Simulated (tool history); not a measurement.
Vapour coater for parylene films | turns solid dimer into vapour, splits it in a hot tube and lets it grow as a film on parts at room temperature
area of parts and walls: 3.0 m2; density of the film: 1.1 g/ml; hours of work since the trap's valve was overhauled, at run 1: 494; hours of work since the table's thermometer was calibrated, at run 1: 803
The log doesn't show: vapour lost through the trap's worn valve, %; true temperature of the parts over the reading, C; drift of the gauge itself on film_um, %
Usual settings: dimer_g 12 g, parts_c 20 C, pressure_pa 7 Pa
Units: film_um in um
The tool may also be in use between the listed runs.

run    hour  dimer_g  parts_c  pressure_pa  hours of work since the trap's valve was overhauled  hours of work since the table's thermometer was calibrated  film_um
  1       0       12       20            7                                                  494                                                         803     1.77
  2      40       12       20            7                                                  513                                                         822     1.78
       83.9  -- trap's valve overhauled
  3      97       12       20            7                                                    6                                                         847     1.83
  4   121.6       20       20            7                                                   18                                                         859     3.05
  5   173.7       20       20            7                                                   43                                                         884     3.06
  6   213.1       20       20            7                                                   61                                                         902     3.04
  7   261.4       12       18            7                                                   85                                                         925     1.91
  8   304.5       12       18            7                                                  105                                                         946     1.89
  9   345.4       12       18            7                                                  125                                                         965     1.92
 10   373.7       12       18            7                                                  138                                                         979     1.91
 11   396.1       12       20            7                                                  149                                                         989     1.79
 12     423       12       20            7                                                  161                                                        1002      1.8
 13   470.7       12       20            7                                                  184                                                        1025      1.8
 14   509.7       13       20            7                                                  203                                                        1044     1.96
 15   557.4        7       20            7                                                  225                                                        1066     1.04
 16     597       12       20            7                                                  244                                                        1085      1.8
 17   634.2       12       15            7                                                  262                                                        1103     2.02
 18   672.3       12       15            7                                                  280                                                        1121     2.04
 19   721.6       12       15            7                                                  304                                                        1144     2.04
 20   743.4       12       15            7                                                  314                                                        1155     2.02
 21   767.1       12       15            7                                                  325                                                        1166     2.03
 22   797.6       12       20            7                                                  340                                                        1181     1.79
      801.4  -- table's thermometer calibrated
 23   848.9       12       20            7                                                  364                                                          23     1.79
 24   876.7       13       28         3.51                                                  377                                                          36     1.69
 25   905.5        9       12         6.33                                                  391                                                          50     1.64
 26   947.1       13       20            7                                                  411                                                          69     1.94
 27   998.4        5       20            7                                                  435                                                          94     0.74
     1042.9  -- table's thermometer calibrated, once more
 28  1053.2        5       20            7                                                  461                                                           5     0.74
 29  1098.5        5       20            7                                                  482                                                          27     0.74
 30  1151.6       20       20        11.24                                                  508                                                          52     2.79
 31  1187.6       20       20        11.24                                                  525                                                          69     2.78
     1206.1  -- trap's valve overhauled
 32  1227.9       12       15          3.5                                                   10                                                          86      2.2
 33  1254.9       10       20            6                                                   23                                                          99     1.55
 34  1304.6       10       30         5.95                                                   47                                                         123     1.21
 35  1339.1       10       30         5.95                                                   63                                                         139     1.21
 36  1384.6       12       24            7                                                   85                                                         161     1.64
 37  1407.5       12       20         4.17                                                   96                                                         172     1.92
 38  1458.8       13       20            7                                                  120                                                         196     1.99
 39  1507.7       13       20            7                                                  144                                                         219     1.95
 40  1554.2        5       24         5.83                                                  166                                                         242      0.7
 41    1585        5       24         5.83                                                  180                                                         256     0.68
 42  1624.7        5       20         3.13                                                  199                                                         275     0.82
 43  1648.6        5       20         3.13                                                  211                                                         287      0.8
 44  1674.8       12       22            7                                                  223                                                         299     1.73
 45  1727.2       12       22            7                                                  248                                                         324     1.71
 46    1779       12       28         2.72                                                  273                                                         349      1.6

How the hidden state differs across the entries between the runs, from the last listed run before each to the first after it:
Between runs 2 and 3: trap's valve overhauled (hour 83.9)
  vapour lost through the trap's worn valve, %: 4 -> 0.6; true temperature of the parts over the reading, C: -0.24 -> -0.25
  measured less the result without the state, film_um: -0.06 -> +0 um
Between runs 22 and 23: table's thermometer calibrated (hour 801.4)
  vapour lost through the trap's worn valve, %: 3.2 -> 3.4; true temperature of the parts over the reading, C: -0.35 -> -0.44
  measured less the result without the state, film_um: -0.04 -> -0.04 um
Between runs 27 and 28: table's thermometer calibrated, once more (hour 1042.9)
  vapour lost through the trap's worn valve, %: 3.9 -> 4.1; true temperature of the parts over the reading, C: -0.46 -> -0.04
  measured less the result without the state, film_um: -0.02 -> -0.03 um
Between runs 31 and 32: trap's valve overhauled (hour 1206.1)
  vapour lost through the trap's worn valve, %: 4.6 -> 0.3; true temperature of the parts over the reading, C: -0.06 -> -0.07
  measured less the result without the state, film_um: -0.13 -> -0.01 um
